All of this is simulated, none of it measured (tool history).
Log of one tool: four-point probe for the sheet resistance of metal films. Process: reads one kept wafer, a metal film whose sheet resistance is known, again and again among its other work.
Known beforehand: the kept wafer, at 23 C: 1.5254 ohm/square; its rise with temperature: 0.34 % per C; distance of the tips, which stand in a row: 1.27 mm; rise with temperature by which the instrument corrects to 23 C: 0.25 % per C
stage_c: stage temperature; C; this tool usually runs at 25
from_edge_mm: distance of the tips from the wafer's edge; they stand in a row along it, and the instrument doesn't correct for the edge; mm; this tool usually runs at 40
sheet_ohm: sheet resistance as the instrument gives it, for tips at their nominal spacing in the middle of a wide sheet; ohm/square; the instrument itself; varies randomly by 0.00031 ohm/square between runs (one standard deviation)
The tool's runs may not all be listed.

{"run": 1, "hour": 0.0, "stage_c": 25, "from_edge_mm": 40, "sheet_ohm": 1.535592}
{"run": 2, "hour": 105.8, "stage_c": 25, "from_edge_mm": 40, "sheet_ohm": 1.536234}
{"run": 3, "hour": 217.5, "stage_c": 25, "from_edge_mm": 40, "sheet_ohm": 1.536468}
{"run": 4, "hour": 327.2, "stage_c": 25, "from_edge_mm": 40, "sheet_ohm": 1.537855}
{"run": 5, "hour": 418.7, "stage_c": 25, "from_edge_mm": 40, "sheet_ohm": 1.537937}
{"run": 6, "hour": 552.0, "stage_c": 25, "from_edge_mm": 40, "sheet_ohm": 1.538512}
{"run": 7, "hour": 616.8, "stage_c": 25, "from_edge_mm": 10, "sheet_ohm": 1.55095}
{"run": 8, "hour": 679.1, "stage_c": 24, "from_edge_mm": 40, "sheet_ohm": 1.537667}
{"run": 9, "hour": 787.7, "stage_c": 25, "from_edge_mm": 40, "sheet_ohm": 1.539668}
{"run": 10, "hour": 842.9, "stage_c": 25, "from_edge_mm": 40, "sheet_ohm": 1.539417}
{"run": 11, "hour": 957.3, "stage_c": 31, "from_edge_mm": 40, "sheet_ohm": 1.548368}
{"run": 12, "hour": 1063.3, "stage_c": 31, "from_edge_mm": 40, "sheet_ohm": 1.548538}
{"hour": 1153.1, "done": "new probe head fitted"}
{"run": 13, "hour": 1186.2, "stage_c": 31, "from_edge_mm": 40, "sheet_ohm": 1.535046}
{"run": 14, "hour": 1266.3, "stage_c": 25, "from_edge_mm": 40, "sheet_ohm": 1.527459}
{"run": 15, "hour": 1349.5, "stage_c": 25, "from_edge_mm": 40, "sheet_ohm": 1.528016}
{"run": 16, "hour": 1407.6, "stage_c": 25, "from_edge_mm": 40, "sheet_ohm": 1.528114}
{"run": 17, "hour": 1531.2, "stage_c": 21, "from_edge_mm": 40, "sheet_ohm": 1.523471}
{"run": 18, "hour": 1659.1, "stage_c": 25, "from_edge_mm": 40, "sheet_ohm": 1.529433}
{"run": 19, "hour": 1777.3, "stage_c": 25, "from_edge_mm": 11, "sheet_ohm": 1.540289}
{"hour": 1785.3, "done": "stage's thermometer calibrated"}
{"run": 20, "hour": 1896.3, "stage_c": 25, "from_edge_mm": 11, "sheet_ohm": 1.539505}
{"run": 21, "hour": 2001.9, "stage_c": 25, "from_edge_mm": 40, "sheet_ohm": 1.530475}
{"run": 22, "hour": 2110.1, "stage_c": 25, "from_edge_mm": 40, "sheet_ohm": 1.52995}
{"run": 23, "hour": 2173.9, "stage_c": 23, "from_edge_mm": 38, "sheet_ohm": 1.52797}
{"run": 24, "hour": 2258.7, "stage_c": 24, "from_edge_mm": 17, "sheet_ohm": 1.533911}
{"run": 25, "hour": 2354.1, "stage_c": 24, "from_edge_mm": 17, "sheet_ohm": 1.533919}
{"run": 26, "hour": 2423.6, "stage_c": 29, "from_edge_mm": 31, "sheet_ohm": 1.537636}
{"hour": 2511.2, "done": "stage's thermometer calibrated, once more"}
{"run": 27, "hour": 2547.6, "stage_c": 27, "from_edge_mm": 19, "sheet_ohm": 1.541569}
{"run": 28, "hour": 2611.7, "stage_c": 27, "from_edge_mm": 19, "sheet_ohm": 1.5414}
{"run": 29, "hour": 2668.4, "stage_c": 19, "from_edge_mm": 56, "sheet_ohm": 1.52822}
{"run": 30, "hour": 2722.7, "stage_c": 19, "from_edge_mm": 56, "sheet_ohm": 1.528498}
{"run": 31, "hour": 2841.2, "stage_c": 19, "from_edge_mm": 56, "sheet_ohm": 1.52917}
{"run": 32, "hour": 2935.3, "stage_c": 25, "from_edge_mm": 6, "sheet_ohm": 1.573226}
{"run": 33, "hour": 3035.8, "stage_c": 27, "from_edge_mm": 4, "sheet_ohm": 1.619036}
{"run": 34, "hour": 3132.8, "stage_c": 31, "from_edge_mm": 21, "sheet_ohm": 1.548982}
{"run": 35, "hour": 3258.9, "stage_c": 27, "from_edge_mm": 21, "sheet_ohm": 1.544716}
{"run": 36, "hour": 3318.8, "stage_c": 25, "from_edge_mm": 37, "sheet_ohm": 1.53963}
{"run": 37, "hour": 3399.0, "stage_c": 18, "from_edge_mm": 8, "sheet_ohm": 1.549627}

Expected results for the next run?
{"run": 38, "hour": 3485.4, "stage_c": 21, "from_edge_mm": 7, "sheet_ohm": "?"}

{"run 38": {"sheet_ohm": 1.560838}}
Take away the tool's hidden state, keep the run-to-run variation as it was, and the same run would have given sheet_ohm 1.549267 ohm/square.

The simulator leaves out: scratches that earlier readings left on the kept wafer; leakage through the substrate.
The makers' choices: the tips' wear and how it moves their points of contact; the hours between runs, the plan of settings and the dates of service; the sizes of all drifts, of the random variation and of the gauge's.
